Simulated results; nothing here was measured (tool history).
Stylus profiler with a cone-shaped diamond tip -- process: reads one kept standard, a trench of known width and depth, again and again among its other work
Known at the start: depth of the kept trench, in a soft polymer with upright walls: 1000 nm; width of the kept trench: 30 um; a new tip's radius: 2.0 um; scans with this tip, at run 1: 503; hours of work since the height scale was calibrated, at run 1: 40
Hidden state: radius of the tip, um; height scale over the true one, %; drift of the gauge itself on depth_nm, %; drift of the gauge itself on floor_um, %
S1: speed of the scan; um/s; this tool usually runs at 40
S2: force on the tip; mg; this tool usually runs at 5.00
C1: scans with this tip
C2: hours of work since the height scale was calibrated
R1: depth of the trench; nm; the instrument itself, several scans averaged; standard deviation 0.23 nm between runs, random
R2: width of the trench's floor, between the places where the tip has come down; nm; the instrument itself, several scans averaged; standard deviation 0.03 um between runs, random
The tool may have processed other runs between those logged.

Run 1, hour 0.0: usual settings; C1 503; C2 40. Result: R1 1027.70 nm, R2 26270 nm.
Run 2, hour 46.4: usual settings but S1 69 um/s; C1 865; C2 69. Result: R1 1027.69 nm, R2 26150 nm.
Run 3, hour 102.8: usual settings but S1 12 um/s; C1 1306; C2 103. Result: R1 1028.04 nm, R2 26130 nm.
Run 4, hour 139.4: usual settings but S1 12 um/s; C1 1593; C2 126. Result: R1 1027.73 nm, R2 26020 nm.
Run 5, hour 177.8: usual settings; C1 1894; C2 150. Result: R1 1027.96 nm, R2 25960 nm.
Run 6, hour 218.3: usual settings; C1 2210; C2 175. Result: R1 1028.26 nm, R2 25820 nm.
Run 7, hour 270.0: usual settings but S2 2.53 mg; C1 2614; C2 207. Result: R1 1018.18 nm, R2 25720 nm.
Run 8, hour 314.2: usual settings but S2 2.53 mg; C1 2960; C2 234. Result: R1 1017.99 nm, R2 25600 nm.
Run 9, hour 342.6: usual settings; C1 3182; C2 252. Result: R1 1028.05 nm, R2 25620 nm.
Run 10, hour 402.9: usual settings; C1 3654; C2 289. Result: R1 1028.18 nm, R2 25490 nm.
Run 11, hour 459.7: usual settings; C1 4098; C2 325. Result: R1 1028.37 nm, R2 25430 nm.
Run 12, hour 514.8: usual settings; C1 4529; C2 359. Result: R1 1028.69 nm, R2 25320 nm.
Run 13, hour 557.1: usual settings but S2 10.98 mg; C1 4860; C2 385. Result: R1 1047.24 nm, R2 25290 nm.
Run 14, hour 615.4: usual settings but S2 10.98 mg; C1 5316; C2 421. Result: R1 1048.06 nm, R2 25200 nm.
At hour 620.9: height scale calibrated on a step standard.
Run 15, hour 676.3: usual settings but S1 13 um/s; C1 5789; C2 34. Result: R1 1029.97 nm, R2 25140 nm.
Run 16, hour 725.3: usual settings but S2 3.00 mg; C1 6172; C2 65. Result: R1 1022.21 nm, R2 24980 nm.
At hour 768.1: height scale calibrated on a step standard, once more.
Run 17, hour 771.4: usual settings but S2 3.00 mg; C1 6529; C2 2. Result: R1 1018.72 nm, R2 24870 nm.
Run 18, hour 800.0: usual settings but S2 8.72 mg; C1 6752; C2 20. Result: R1 1038.89 nm, R2 24920 nm.
Run 19, hour 826.7: usual settings but S1 50 um/s, S2 2.59 mg; C1 6961; C2 36. Result: R1 1017.10 nm, R2 24740 nm.
Run 20, hour 870.3: usual settings but S1 15 um/s, S2 6.56 mg; C1 7302; C2 63. Result: R1 1032.32 nm, R2 24770 nm.
Run 21, hour 929.9: usual settings but S1 15 um/s, S2 6.56 mg; C1 7768; C2 100. Result: R1 1032.44 nm, R2 24740 nm.
Run 22, hour 989.2: usual settings but S1 15 um/s, S2 6.56 mg; C1 8232; C2 137. Result: R1 1032.33 nm, R2 24640 nm.
Run 23, hour 1025.9: usual settings but S1 10 um/s, S2 2.47 mg; C1 8519; C2 160. Result: R1 1016.46 nm, R2 24570 nm.
Run 24, hour 1052.2: usual settings but S1 107 um/s, S2 5.27 mg; C1 8725; C2 176. Result: R1 1028.14 nm, R2 24320 nm.
Run 25, hour 1088.8: usual settings but S2 13.33 mg; C1 9011; C2 199. Result: R1 1052.59 nm, R2 24450 nm.
Run 26, hour 1132.2: usual settings but S2 13.33 mg; C1 9350; C2 226. Result: R1 1052.75 nm, R2 24370 nm.
Run 27, hour 1169.2: usual settings but S1 42 um/s, S2 7.36 mg; C1 9640; C2 249. Result: R1 1035.76 nm, R2 24370 nm.
At hour 1210.7: new tip fitted, height scale calibrated.
Run 28, hour 1230.3: usual settings but S1 42 um/s, S2 7.36 mg; C1 153; C2 12. Result: R1 1035.28 nm, R2 26390 nm.
Run 29, hour 1262.7: usual settings but S1 59 um/s; C1 407; C2 32. Result: R1 1027.37 nm, R2 26280 nm.
Run 30, hour 1297.0: usual settings but S1 44 um/s, S2 10.48 mg; C1 675; C2 54. Result: R1 1044.84 nm, R2 26280 nm.
Run 31, hour 1337.9: usual settings but S1 101 um/s; C1 995; C2 79. Result: R1 1027.34 nm, R2 25990 nm.
Run 32, hour 1380.0: usual settings but S1 101 um/s; C1 1324; C2 105. Result: R1 1027.22 nm, R2 25950 nm.
Run 33, hour 1433.7: usual settings but S1 101 um/s; C1 1745; C2 138. Result: R1 1027.19 nm, R2 25900 nm.
Run 34, hour 1491.4: usual settings but S1 101 um/s; C1 2196; C2 174. Result: R1 1027.51 nm, R2 25740 nm.
Run 35, hour 1544.1: usual settings but S2 7.58 mg; C1 2608; C2 207. Result: R1 1036.46 nm, R2 25780 nm.

The logged runs with the hidden state left out (each run's random variation unchanged):
run       R1     R2
  1  1027.39  26430
  2  1027.27  26410
  3  1027.48  26510
  4  1027.09  26470
  5  1027.23  26490
  6  1027.43  26430
  7  1017.25  26430
  8  1016.95  26390
  9  1026.95  26450
 10  1026.95  26430
 11  1027.00  26460
 12  1027.19  26440
 13  1045.61  26490
 14  1046.31  26490
 15  1026.99  26520
 16  1019.14  26430
 17  1019.21  26400
 18  1039.32  26490
 19  1017.46  26360
 20  1032.59  26450
 21  1032.58  26510
 22  1032.34  26500
 23  1016.39  26490
 24  1028.01  26270
 25  1052.36  26450
 26  1052.41  26440
 27  1035.34  26490
 28  1035.37  26470
 29  1027.39  26430
 30  1044.79  26500
 31  1027.20  26300
 32  1026.98  26340
 33  1026.83  26400
 34  1027.01  26340
 35  1035.84  26480

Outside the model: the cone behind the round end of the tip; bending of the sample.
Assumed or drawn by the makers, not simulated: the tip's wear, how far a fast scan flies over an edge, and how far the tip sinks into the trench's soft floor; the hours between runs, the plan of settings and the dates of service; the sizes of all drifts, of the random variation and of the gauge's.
